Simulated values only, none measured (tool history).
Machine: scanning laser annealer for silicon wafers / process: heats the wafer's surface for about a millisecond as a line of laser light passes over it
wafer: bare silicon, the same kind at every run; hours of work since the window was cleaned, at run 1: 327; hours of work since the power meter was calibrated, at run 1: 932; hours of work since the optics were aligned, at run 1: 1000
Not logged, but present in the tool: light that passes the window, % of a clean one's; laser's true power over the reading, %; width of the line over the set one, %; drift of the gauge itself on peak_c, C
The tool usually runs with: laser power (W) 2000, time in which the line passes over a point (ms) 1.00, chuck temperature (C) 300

run    hour  laser power (W)  time in which the line passes over a point (ms)  chuck temperature (C)  hours of work since the window was cleaned  hours of work since the power meter was calibrated  hours of work since the optics were aligned  highest temperature of the surface (C)
  1     0.0             2000                                             1.00                    300                                         327                                                 932                                         1000                                    1122
  2    35.2             2000                                             1.00                    263                                         348                                                 953                                         1022                                    1090
  3    69.6             2000                                             1.00                    298                                         369                                                 974                                         1042                                    1119
  4   110.5             2000                                             1.00                    298                                         394                                                 999                                         1067                                    1121
  5   145.2             2000                                             1.00                    298                                         415                                                1020                                         1088                                    1123
  6   170.9             1950                                             1.00                    300                                         431                                                1036                                         1104                                    1105
  7   191.8             1950                                             1.00                    300                                         443                                                1048                                         1116                                    1102
  8   231.1             1950                                             1.00                    300                                         467                                                1072                                         1140                                    1101
  9   272.8             1950                                             1.00                    300                                         492                                                1097                                         1166                                    1102
 10   300.5             2153                                             1.00                    300                                         509                                                1114                                         1182                                    1177
 11   319.5             2000                                             1.00                    300                                         521                                                1126                                         1194                                    1121
 12   336.8             2000                                             1.00                    300                                         531                                                1136                                         1204                                    1118
 13   356.3             2000                                             1.00                    300                                         543                                                1148                                         1216                                    1116
 14   393.5             2000                                             1.18                    300                                         565                                                1170                                         1239                                    1174
 15   433.4             2000                                             1.18                    300                                         590                                                1195                                         1263                                    1176
 16   457.9             2000                                             1.18                    300                                         605                                                1210                                         1278                                    1176
 17   484.3             2000                                             1.18                    300                                         621                                                1226                                         1294                                    1176
 18   511.8             2000                                             1.03                    300                                         637                                                1242                                         1311                                    1126
 19   552.4             2000                                             1.03                    300                                         662                                                1267                                         1335                                    1124
 20   581.0             2000                                             0.73                    300                                         679                                                1284                                         1353                                    1009
 21   605.6             2037                                             0.73                    327                                         694                                                1299                                         1367                                    1051
 22   627.5             2037                                             0.73                    327                                         707                                                1312                                         1381                                    1051
 23   665.5             1706                                             0.81                    310                                         730                                                1335                                         1404                                     954
 24   684.9             1720                                             1.09                    327                                         742                                                1347                                         1416                                    1063
 25   713.5             1720                                             1.09                    327                                         760                                                1365                                         1433                                    1062
 26   731.4             1720                                             1.10                    301                                         770                                                1375                                         1444                                    1035
 27   753.8             2151                                             0.77                    323                                         784                                                1389                                         1457                                    1094
 28   785.7             2139                                             0.91                    300                                         803                                                1408                                         1477                                    1129
 29   813.5             2139                                             0.91                    300                                         820                                                1425                                         1493                                    1130
      846.6  -- window over the wafer cleaned
 30   848.6             2067                                             1.03                    281                                           1                                                1445                                         1514                                    1144
 31   872.1             2185                                             0.71                    307                                          15                                                1460                                         1528                                    1088
 32   889.6             2185                                             0.71                    307                                          26                                                1470                                         1538                                    1086
 33   923.7             1707                                             0.84                    278                                          47                                                1491                                         1559                                     943
 34   964.9             1941                                             1.11                    264                                          72                                                1516                                         1584                                    1107
 35   989.5             1941                                             1.11                    264                                          87                                                1531                                         1599                                    1106
 36  1028.4             1767                                             1.15                    273                                         110                                                1554                                         1623                                    1053
 37  1055.0             1767                                             1.10                    327                                         126                                                1571                                         1639                                    1095
 38  1076.9             1767                                             1.10                    327                                         140                                                1584                                         1652                                    1094
 39  1104.3             1767                                             0.98                    327                                         156                                                1600                                         1669                                    1060
 40  1132.6             1961                                             1.00                    303                                         173                                                1618                                         1686                                    1111

3 options for the next run, each taken on its own from the tool as it stands now. Forecast them:
  A  1168.6             2047                                             0.77                    299                                         195                                                1639                                         1708                                       ?
  B  1168.6             2000                                             0.76                    285                                         195                                                1639                                         1708                                       ?
  C  1168.6             2000                                             1.00                    311                                         195                                                1639                                         1708                                       ?

run  highest temperature of the surface (C)
  A                                    1050
  B                                    1016
  C                                    1133
Had the tool no hidden state, the same runs would have come out as:
run  highest temperature of the surface (C)
  A                                    1070
  B                                    1035
  C                                    1154
